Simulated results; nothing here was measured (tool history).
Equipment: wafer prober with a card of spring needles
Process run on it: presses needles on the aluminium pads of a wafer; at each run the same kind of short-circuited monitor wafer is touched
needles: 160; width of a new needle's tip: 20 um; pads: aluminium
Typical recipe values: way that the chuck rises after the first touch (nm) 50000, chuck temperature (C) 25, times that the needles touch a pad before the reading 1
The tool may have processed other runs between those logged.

run	hour	way that the chuck rises after the first touch (nm)	chuck temperature (C)	times that the needles touch a pad before the reading	resistance of one needle with its contact and lead (mohm)	way that a needle slides on the pad (nm)
1	0	50000	25	1	228	9570
2	11.2	50000	25	1	206	9530
3	21.9	50000	25	1	182	9520
4	27.6	50000	25	2	171	9520
5	37.8	50000	83	2	226	9490
6	43.2	50000	83	2	218	9460
7	52.9	50000	83	2	189	9500
8	62.7	50000	116	1	249	9490
9	68.8	50000	113	1	257	9450
10	74.6	50000	113	1	247	9430
11	85.3	50000	113	1	222	9460
12	94.9	50000	25	2	228	9470
13	101.3	50000	25	2	175	9460
14	106.6	56000	115	1	258	10560
15	116.4	40000	36	1	265	7470
16	127	58000	55	3	179	10970
17	136	69000	25	1	198	13040
18	146.1	68000	25	2	180	12850
19	157.4	50000	44	1	190	9290
20	165.4	50000	25	3	191	9320
21	174.2	58000	25	1	231	10840
22	181	46000	25	2	240	8480

Not shown: 29 entries that the log had between the listed runs. Between which runs, and how does the tool's hidden state differ before and after?
Logged between run 1 and run 2: tips cleaned on abrasive film (hour 3.7); tips cleaned on abrasive film (hour 9.5)
  debris on the tips, nm: 31.7 -> 20.7; way that the needles fall short of the set height, um: 0.69 -> 0.78; tips' diameter, um: 20.24 -> 20.27
  measured value less the no-hidden-state value, resistance of one needle with its contact and lead (mohm): +58 -> +39; way that a needle slides on the pad (nm): -140 -> -150
Logged between run 2 and run 3: tips cleaned on abrasive film (hour 15.4); tips cleaned on abrasive film (hour 21.4)
  debris on the tips, nm: 20.7 -> 7.8; way that the needles fall short of the set height, um: 0.78 -> 0.88; tips' diameter, um: 20.27 -> 20.31
  measured value less the no-hidden-state value, resistance of one needle with its contact and lead (mohm): +39 -> +15; way that a needle slides on the pad (nm): -150 -> -170
Logged between run 3 and run 4: tips cleaned on abrasive film (hour 27.6)
  debris on the tips, nm: 7.8 -> 2.6; way that the needles fall short of the set height, um: 0.88 -> 0.93; tips' diameter, um: 20.31 -> 20.33
  measured value less the no-hidden-state value, resistance of one needle with its contact and lead (mohm): +15 -> +4; way that a needle slides on the pad (nm): -170 -> -180
Logged between run 4 and run 5: tips cleaned on abrasive film (hour 33.4)
  debris on the tips, nm: 2.6 -> 45.4; way that the needles fall short of the set height, um: 0.93 -> 0.98; tips' diameter, um: 20.33 -> 20.34
  measured value less the no-hidden-state value, resistance of one needle with its contact and lead (mohm): +4 -> +47; way that a needle slides on the pad (nm): -180 -> -190
Logged between run 5 and run 6: tips cleaned on abrasive film (hour 40.1)
  debris on the tips, nm: 45.4 -> 34.6; way that the needles fall short of the set height, um: 0.98 -> 1.03; tips' diameter, um: 20.34 -> 20.36
  measured value less the no-hidden-state value, resistance of one needle with its contact and lead (mohm): +47 -> +36; way that a needle slides on the pad (nm): -190 -> -200
Logged between run 6 and run 7: tips cleaned on abrasive film (hour 46.5); tips cleaned on abrasive film (hour 52.7)
  debris on the tips, nm: 34.6 -> 8.4; way that the needles fall short of the set height, um: 1.03 -> 1.11; tips' diameter, um: 20.36 -> 20.39
  measured value less the no-hidden-state value, resistance of one needle with its contact and lead (mohm): +36 -> +9; way that a needle slides on the pad (nm): -200 -> -210
Logged between run 7 and run 8: tips cleaned on abrasive film (hour 59.1)
  debris on the tips, nm: 8.4 -> 36.8; way that the needles fall short of the set height, um: 1.11 -> 1.14; tips' diameter, um: 20.39 -> 20.4
  measured value less the no-hidden-state value, resistance of one needle with its contact and lead (mohm): +9 -> +62; way that a needle slides on the pad (nm): -210 -> -220
Logged between run 8 and run 9: tips cleaned on abrasive film (hour 64.8)
  debris on the tips, nm: 36.8 -> 43.2; way that the needles fall short of the set height, um: 1.14 -> 1.18; tips' diameter, um: 20.4 -> 20.41
  measured value less the no-hidden-state value, resistance of one needle with its contact and lead (mohm): +62 -> +72; way that a needle slides on the pad (nm): -220 -> -230
Logged between run 9 and run 10: tips cleaned on abrasive film (hour 71.4)
  debris on the tips, nm: 43.2 -> 35.5; way that the needles fall short of the set height, um: 1.18 -> 1.23; tips' diameter, um: 20.41 -> 20.43
  measured value less the no-hidden-state value, resistance of one needle with its contact and lead (mohm): +72 -> +59; way that a needle slides on the pad (nm): -230 -> -240
Logged between run 10 and run 11: tips cleaned on abrasive film (hour 77.7); tips cleaned on abrasive film (hour 83.9)
  debris on the tips, nm: 35.5 -> 20.7; way that the needles fall short of the set height, um: 1.23 -> 1.32; tips' diameter, um: 20.43 -> 20.46
  measured value less the no-hidden-state value, resistance of one needle with its contact and lead (mohm): +59 -> +35; way that a needle slides on the pad (nm): -240 -> -260
Logged between run 11 and run 12: tips cleaned on abrasive film (hour 89.8)
  debris on the tips, nm: 20.7 -> 49.7; way that the needles fall short of the set height, um: 1.32 -> 1.36; tips' diameter, um: 20.46 -> 20.48
  measured value less the no-hidden-state value, resistance of one needle with its contact and lead (mohm): +35 -> +59; way that a needle slides on the pad (nm): -260 -> -270
Logged between run 12 and run 13: tips cleaned on abrasive film (hour 95.6); tips cleaned on abrasive film (hour 101.3)
  debris on the tips, nm: 49.7 -> 3.2; way that the needles fall short of the set height, um: 1.36 -> 1.47; tips' diameter, um: 20.48 -> 20.51
  measured value less the no-hidden-state value, resistance of one needle with its contact and lead (mohm): +59 -> +5; way that a needle slides on the pad (nm): -270 -> -290
Logged between run 14 and run 15: tips cleaned on abrasive film (hour 107.7); tips cleaned on abrasive film (hour 114.2)
  debris on the tips, nm: 52.6 -> 28.1; way that the needles fall short of the set height, um: 1.47 -> 1.58; tips' diameter, um: 20.51 -> 20.55
  measured value less the no-hidden-state value, resistance of one needle with its contact and lead (mohm): +72 -> +86; way that a needle slides on the pad (nm): -290 -> -300
Logged between run 15 and run 16: tips cleaned on abrasive film (hour 120.9); tips cleaned on abrasive film (hour 127)
  debris on the tips, nm: 28.1 -> 3.3; way that the needles fall short of the set height, um: 1.58 -> 1.7; tips' diameter, um: 20.55 -> 20.59
  measured value less the no-hidden-state value, resistance of one needle with its contact and lead (mohm): +86 -> +3; way that a needle slides on the pad (nm): -300 -> -330
Logged between run 16 and run 17: tips cleaned on abrasive film (hour 132.8)
  debris on the tips, nm: 3.3 -> 32.6; way that the needles fall short of the set height, um: 1.7 -> 1.75; tips' diameter, um: 20.59 -> 20.61
  measured value less the no-hidden-state value, resistance of one needle with its contact and lead (mohm): +3 -> +35; way that a needle slides on the pad (nm): -330 -> -330
Logged between run 17 and run 18: tips cleaned on abrasive film (hour 139); tips cleaned on abrasive film (hour 145.1)
  debris on the tips, nm: 32.6 -> 18.3; way that the needles fall short of the set height, um: 1.75 -> 1.85; tips' diameter, um: 20.61 -> 20.65
  measured value less the no-hidden-state value, resistance of one needle with its contact and lead (mohm): +35 -> +13; way that a needle slides on the pad (nm): -330 -> -360
Logged between run 18 and run 19: tips cleaned on abrasive film (hour 151.1); tips cleaned on abrasive film (hour 157.2)
  debris on the tips, nm: 18.3 -> 7.3; way that the needles fall short of the set height, um: 1.85 -> 1.96; tips' diameter, um: 20.65 -> 20.68
  measured value less the no-hidden-state value, resistance of one needle with its contact and lead (mohm): +13 -> +16; way that a needle slides on the pad (nm): -360 -> -380
Logged between run 19 and run 20: tips cleaned on abrasive film (hour 163.3)
  debris on the tips, nm: 7.3 -> 26.2; way that the needles fall short of the set height, um: 1.96 -> 2.02; tips' diameter, um: 20.68 -> 20.71
  measured value less the no-hidden-state value, resistance of one needle with its contact and lead (mohm): +16 -> +20; way that a needle slides on the pad (nm): -380 -> -390
Logged between run 20 and run 21: tips cleaned on abrasive film (hour 169.9)
  debris on the tips, nm: 26.2 -> 41.8; way that the needles fall short of the set height, um: 2.02 -> 2.08; tips' diameter, um: 20.71 -> 20.73
  measured value less the no-hidden-state value, resistance of one needle with its contact and lead (mohm): +20 -> +65; way that a needle slides on the pad (nm): -390 -> -410
Logged between run 21 and run 22: tips cleaned on abrasive film (hour 175.6)
  debris on the tips, nm: 41.8 -> 49.4; way that the needles fall short of the set height, um: 2.08 -> 2.12; tips' diameter, um: 20.73 -> 20.74
  measured value less the no-hidden-state value, resistance of one needle with its contact and lead (mohm): +65 -> +72; way that a needle slides on the pad (nm): -410 -> -410

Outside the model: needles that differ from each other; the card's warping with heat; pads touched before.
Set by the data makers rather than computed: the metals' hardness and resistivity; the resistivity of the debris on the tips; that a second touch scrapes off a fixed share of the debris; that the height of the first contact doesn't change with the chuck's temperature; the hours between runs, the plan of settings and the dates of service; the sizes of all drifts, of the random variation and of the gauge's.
